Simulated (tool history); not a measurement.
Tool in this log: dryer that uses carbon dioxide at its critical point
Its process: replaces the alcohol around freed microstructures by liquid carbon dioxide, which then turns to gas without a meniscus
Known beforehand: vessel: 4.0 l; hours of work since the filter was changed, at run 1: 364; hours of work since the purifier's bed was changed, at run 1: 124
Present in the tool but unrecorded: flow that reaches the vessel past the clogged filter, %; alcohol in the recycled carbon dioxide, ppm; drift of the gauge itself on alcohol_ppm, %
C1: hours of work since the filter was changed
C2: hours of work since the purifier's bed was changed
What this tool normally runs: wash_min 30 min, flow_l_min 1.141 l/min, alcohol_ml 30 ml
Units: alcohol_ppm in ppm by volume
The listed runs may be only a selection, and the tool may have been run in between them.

Run 1, hour 0.0: usual settings; C1 364; C2 124. Result: alcohol_ppm 24 ppm by volume.
Run 2, hour 43.2: usual settings; C1 389; C2 148. Result: alcohol_ppm 26 ppm by volume.
Run 3, hour 104.5: usual settings; C1 423; C2 182. Result: alcohol_ppm 35 ppm by volume.
At hour 116.4: inlet filter changed.
Run 4, hour 169.2: usual settings but flow_l_min 0.770 l/min; C1 30; C2 218. Result: alcohol_ppm 93 ppm by volume.
Run 5, hour 214.8: usual settings but wash_min 22 min; C1 55; C2 244. Result: alcohol_ppm 73 ppm by volume.
Run 6, hour 245.3: usual settings but wash_min 21 min; C1 72; C2 261. Result: alcohol_ppm 81 ppm by volume.
Run 7, hour 308.0: usual settings but wash_min 21 min; C1 107; C2 296. Result: alcohol_ppm 86 ppm by volume.
Run 8, hour 365.1: usual settings but flow_l_min 1.210 l/min; C1 139; C2 328. Result: alcohol_ppm 30 ppm by volume.
Run 9, hour 409.9: usual settings but wash_min 39 min, flow_l_min 0.870 l/min, alcohol_ml 31 ml; C1 164; C2 353. Result: alcohol_ppm 46 ppm by volume.
Run 10, hour 465.5: usual settings but wash_min 39 min, flow_l_min 0.870 l/min, alcohol_ml 31 ml; C1 196; C2 384. Result: alcohol_ppm 52 ppm by volume.

Run 11 is up next; what results do you expect?
Run 11, hour 517.3: usual settings but wash_min 36 min, flow_l_min 0.930 l/min, alcohol_ml 71 ml; C1 225; C2 413. Result: alcohol_ppm ?.

alcohol_ppm: 70 ppm by volume
Take away the tool's hidden state, keep the run-to-run variation as it was, and the same run would have given alcohol_ppm 24 ppm by volume.

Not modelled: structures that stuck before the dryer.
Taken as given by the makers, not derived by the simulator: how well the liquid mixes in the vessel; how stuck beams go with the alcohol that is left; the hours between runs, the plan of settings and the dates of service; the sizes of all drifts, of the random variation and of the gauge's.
